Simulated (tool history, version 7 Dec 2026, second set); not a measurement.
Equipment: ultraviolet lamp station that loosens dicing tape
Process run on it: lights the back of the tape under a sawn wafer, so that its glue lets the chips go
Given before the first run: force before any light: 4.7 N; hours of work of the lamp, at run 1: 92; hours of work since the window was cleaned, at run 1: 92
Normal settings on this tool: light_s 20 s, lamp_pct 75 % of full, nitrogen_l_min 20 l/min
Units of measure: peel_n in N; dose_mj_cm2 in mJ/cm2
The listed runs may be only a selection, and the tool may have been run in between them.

run,hour,light_s,lamp_pct,nitrogen_l_min,hours of work of the lamp,hours of work since the window was cleaned,peel_n,dose_mj_cm2
1,0,20,75,20,92,92,0.779,332
2,42.6,20,75,20,109,109,0.824,322
3,92,20,75,20,129,129,0.841,321
4,193.6,20,75,20,170,170,0.897,314
5,264.8,20,75,20,199,199,0.862,311
6,334.7,20,75,20,227,227,0.914,305
7,392.7,20,75,20,251,251,0.917,299
8,492.8,20,75,8,291,291,1.542,291
9,572.2,20,75,8,323,323,1.573,286
10,648.3,20,75,8,354,354,1.618,283
11,720.9,20,75,8,383,383,1.644,272
12,783.4,20,75,8,409,409,1.696,269

For run 13, what comes out?
13,877.5,20,75,8,447,447,?,?

Run 13 came out at peel_n 1.78 N, dose_mj_cm2 262 mJ/cm2.
With no hidden state in the tool, this same run would have given peel_n 1.285 N, dose_mj_cm2 354 mJ/cm2.

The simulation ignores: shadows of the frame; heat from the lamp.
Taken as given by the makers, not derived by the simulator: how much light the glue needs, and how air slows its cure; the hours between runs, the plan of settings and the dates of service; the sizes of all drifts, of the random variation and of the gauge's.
